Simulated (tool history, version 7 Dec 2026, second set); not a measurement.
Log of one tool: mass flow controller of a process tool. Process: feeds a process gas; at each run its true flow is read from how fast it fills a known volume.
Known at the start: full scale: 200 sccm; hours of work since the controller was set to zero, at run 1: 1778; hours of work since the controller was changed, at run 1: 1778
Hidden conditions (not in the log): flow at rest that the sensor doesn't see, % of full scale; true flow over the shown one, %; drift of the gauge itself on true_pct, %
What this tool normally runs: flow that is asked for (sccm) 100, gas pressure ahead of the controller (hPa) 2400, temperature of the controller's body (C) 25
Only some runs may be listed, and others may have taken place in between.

run,hour,flow that is asked for (sccm),gas pressure ahead of the controller (hPa),temperature of the controller's body (C),hours of work since the controller was set to zero,hours of work since the controller was changed,true flow (%)
1,0.0,100,2400,25,1778,1778,98.50
2,61.9,100,2400,25,1814,1814,98.62
3,165.9,143,2400,25,1873,1873,99.11
4,255.9,143,1440,25,1925,1925,99.28
5,379.7,143,1440,25,1996,1996,99.25
6,481.3,143,1440,25,2055,2055,99.32
7,545.8,143,1440,25,2092,2092,99.29
8,632.4,143,1440,25,2142,2142,99.40
9,748.1,143,1440,24,2208,2208,99.23
10,820.0,143,1440,24,2249,2249,99.20
11,879.8,143,1440,24,2284,2284,99.21
12,993.8,143,1440,24,2349,2349,99.11
13,1112.6,143,1440,24,2418,2418,99.27
14,1168.5,100,2400,25,2450,2450,98.54
15,1230.9,100,2400,25,2486,2486,98.49
16,1294.2,100,2400,39,2522,2522,99.91
17,1373.8,100,2400,39,2568,2568,99.88
18,1499.1,100,2400,27,2640,2640,98.70
19,1605.5,100,2400,27,2701,2701,98.81
20,1719.4,28,2400,25,2767,2767,97.56
21,1791.7,28,2400,25,2808,2808,97.43
22,1917.4,28,2400,25,2880,2880,97.55
23,1983.0,100,2400,25,2918,2918,98.44
24,2091.5,114,2400,25,2980,2980,98.68
25,2172.0,100,2070,36,3027,3027,99.71

Expected results for the next run?
26,2288.7,100,2070,36,3094,3094,?

{"run 26": {"true flow (%)": 99.67}}
Without the tool's hidden state the same run would have given true flow (%) 99.67.

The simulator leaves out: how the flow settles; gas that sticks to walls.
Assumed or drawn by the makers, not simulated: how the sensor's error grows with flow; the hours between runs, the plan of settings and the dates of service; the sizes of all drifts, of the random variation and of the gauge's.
